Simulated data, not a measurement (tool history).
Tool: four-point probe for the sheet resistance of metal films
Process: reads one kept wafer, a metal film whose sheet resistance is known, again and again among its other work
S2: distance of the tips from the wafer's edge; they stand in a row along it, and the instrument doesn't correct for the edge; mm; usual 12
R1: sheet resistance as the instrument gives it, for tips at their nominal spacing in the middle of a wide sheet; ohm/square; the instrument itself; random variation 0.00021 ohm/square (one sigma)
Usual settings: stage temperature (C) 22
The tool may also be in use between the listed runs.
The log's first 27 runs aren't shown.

Run 28, hour 630.4: usual settings but stage temperature (C) 26, S2 6 mm. Result: R1 1.073147 ohm/square.
Run 29, hour 653.7: usual settings but stage temperature (C) 26, S2 10 mm. Result: R1 1.063412 ohm/square.
Run 30, hour 681.1: usual settings but stage temperature (C) 27, S2 24 mm. Result: R1 1.058219 ohm/square.
Run 31, hour 711.9: usual settings but stage temperature (C) 27, S2 24 mm. Result: R1 1.058237 ohm/square.
Run 32, hour 731.3: usual settings but stage temperature (C) 24, S2 26 mm. Result: R1 1.058926 ohm/square.
Run 33, hour 747.2: usual settings but stage temperature (C) 23, S2 28 mm. Result: R1 1.059657 ohm/square.
Run 34, hour 766.1: usual settings but stage temperature (C) 18, S2 9 mm. Result: R1 1.067628 ohm/square.
Run 35, hour 795.4: usual settings but stage temperature (C) 18, S2 9 mm. Result: R1 1.067880 ohm/square.
Run 36, hour 825.2: usual settings but stage temperature (C) 21, S2 9 mm. Result: R1 1.066528 ohm/square.
Run 37, hour 853.4: usual settings but stage temperature (C) 24, S2 10 mm. Result: R1 1.064218 ohm/square.
Run 38, hour 875.5: usual settings but stage temperature (C) 24, S2 10 mm. Result: R1 1.064750 ohm/square.
Run 39, hour 901.2: usual settings but stage temperature (C) 35, S2 28 mm. Result: R1 1.055984 ohm/square.
Run 40, hour 923.8: usual settings but stage temperature (C) 24, S2 6 mm. Result: R1 1.074307 ohm/square.
Run 41, hour 950.0: usual settings but stage temperature (C) 24, S2 6 mm. Result: R1 1.074159 ohm/square.

Forecast each of these 3 alternatives for the next run:
Run A, hour 976.1: usual settings but stage temperature (C) 25, S2 9 mm. Result: R1 ?.
Run B, hour 976.1: usual settings but stage temperature (C) 20, S2 3 mm. Result: R1 ?.
Run C, hour 976.1: usual settings but stage temperature (C) 19. Result: R1 ?.

run        R1
  A  1.065611
  B  1.119785
  C  1.064717
Without the tool's hidden state the same runs would have given:
run        R1
  A  1.057845
  B  1.111662
  C  1.056959
